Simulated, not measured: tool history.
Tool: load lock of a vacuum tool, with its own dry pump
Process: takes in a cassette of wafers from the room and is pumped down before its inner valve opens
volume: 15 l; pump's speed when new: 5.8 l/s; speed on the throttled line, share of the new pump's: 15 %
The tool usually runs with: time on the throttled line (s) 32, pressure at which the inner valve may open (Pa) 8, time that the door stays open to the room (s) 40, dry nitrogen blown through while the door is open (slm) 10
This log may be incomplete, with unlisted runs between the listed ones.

run    hour  time on the throttled line (s)  pressure at which the inner valve may open (Pa)  time that the door stays open to the room (s)  dry nitrogen blown through while the door is open (slm)  incoming humidity of the room's air, %  time from the closed door until the inner valve may open (s)  rise of the pressure with all valves shut (Pa/min)
  1     0.0                              32                                                8                                             40                                                       10                                    45.5                                                          54.1                                               0.078
  2    39.2                              32                                                8                                             40                                                       10                                    44.7                                                          54.3                                               0.070
  3   120.4                              32                                                8                                             40                                                       10                                    43.9                                                          53.5                                               0.080
  4   176.8                              32                                               10                                             40                                                       10                                    42.3                                                          53.2                                               0.073
  5   224.4                              32                                               10                                             40                                                       10                                    42.8                                                          52.5                                               0.080
  6   310.9                              32                                                8                                             40                                                       10                                    47.3                                                          54.4                                               0.090
  7   394.6                              32                                                8                                             40                                                       10                                    45.4                                                          53.9                                               0.079
  8   448.9                              32                                                8                                             40                                                       10                                    46.2                                                          54.2                                               0.087
  9   540.0                              32                                                8                                             40                                                       10                                    46.8                                                          53.9                                               0.088
 10   590.8                              32                                                8                                             40                                                       10                                    43.0                                                          53.9                                               0.083
 11   680.1                              32                                                8                                             40                                                       10                                    46.8                                                          54.1                                               0.091
 12   768.4                              32                                                8                                             40                                                       10                                    42.4                                                          54.0                                               0.086
 13   857.1                              32                                                8                                             40                                                       10                                    46.5                                                          54.4                                               0.094
 14   920.5                              32                                                8                                             40                                                       10                                    45.5                                                          54.0                                               0.093
 15   959.0                              32                                                8                                             40                                                       10                                    45.2                                                          54.1                                               0.099
 16  1022.0                              32                                                8                                             40                                                       10                                    41.9                                                          54.0                                               0.094
 17  1079.7                              32                                                8                                             40                                                       10                                    43.4                                                          54.6                                               0.094
 18  1157.7                              32                                                8                                             40                                                       10                                    43.8                                                          54.0                                               0.100
 19  1227.5                              33                                                8                                             40                                                       10                                    43.5                                                          55.3                                               0.104
 20  1267.1                              30                                                7                                            139                                                        6                                    44.5                                                          53.0                                               0.146
 21  1309.9                              24                                               11                                             40                                                       10                                    45.2                                                          46.9                                               0.105
 22  1367.7                              39                                               14                                             40                                                       11                                    46.7                                                          58.2                                               0.111
 23  1441.3                              39                                               14                                             40                                                       11                                    42.6                                                          58.4                                               0.100
 24  1529.6                              39                                               14                                             40                                                       11                                    44.4                                                          58.6                                               0.110
 25  1593.2                              39                                               14                                             40                                                       11                                    43.8                                                          59.1                                               0.110
 26  1664.4                              39                                               12                                            145                                                       11                                    43.5                                                          58.9                                               0.154
 27  1742.7                              17                                               12                                            145                                                       18                                    42.9                                                          40.2                                               0.142
 28  1809.2                              32                                                8                                             69                                                       40                                    45.8                                                          54.6                                               0.108
 29  1900.4                              47                                                8                                            105                                                       40                                    49.5                                                          67.8                                               0.120
 30  1990.4                              28                                                9                                             88                                                       19                                    45.9                                                          50.4                                               0.130
 31  2085.1                              54                                               16                                             28                                                       26                                    45.2                                                          70.7                                               0.107
 32  2128.5                              54                                               16                                             28                                                       26                                    44.2                                                          70.5                                               0.106
 33  2216.4                              54                                               16                                             28                                                       26                                    46.0                                                          71.0                                               0.116
 34  2288.7                              29                                                6                                             40                                                       23                                    48.7                                                          53.3                                               0.132
 35  2369.6                              29                                                6                                             40                                                       23                                    42.9                                                          53.3                                               0.123
 36  2444.3                              29                                                8                                            138                                                        6                                    43.7                                                          51.8                                               0.185

For some of the steps in time from the closed door until the inner valve may open (s) from one run to the next: how much would appear even if the tool had no hidden state, given the settings, what came in and random variation, and how much remains for the hidden state plus any gauge scatter that the measured result and the result without hidden state don't share?
The hidden state here: pump's speed, % of a new pump's; leak at the door's seal, Pa l/s; drift of the gauge itself on ready_s, %; drift of the gauge itself on rise_pa_min, %.
Run 26 -> 27: time on the throttled line (s) 39 -> 17, dry nitrogen blown through while the door is open (slm) 11 -> 18. time from the closed door until the inner valve may open (s) -18.7: hidden state +0.5, all else -19.2.
Run 30 -> 31: time on the throttled line (s) 28 -> 54, pressure at which the inner valve may open (Pa) 9 -> 16, time that the door stays open to the room (s) 88 -> 28, dry nitrogen blown through while the door is open (slm) 19 -> 26. time from the closed door until the inner valve may open (s) +20.3: hidden state -0.7, all else +21.0.
Run 33 -> 34: time on the throttled line (s) 54 -> 29, pressure at which the inner valve may open (Pa) 16 -> 6, time that the door stays open to the room (s) 28 -> 40, dry nitrogen blown through while the door is open (slm) 26 -> 23. time from the closed door until the inner valve may open (s) -17.7: hidden state +1.0, all else -18.7.
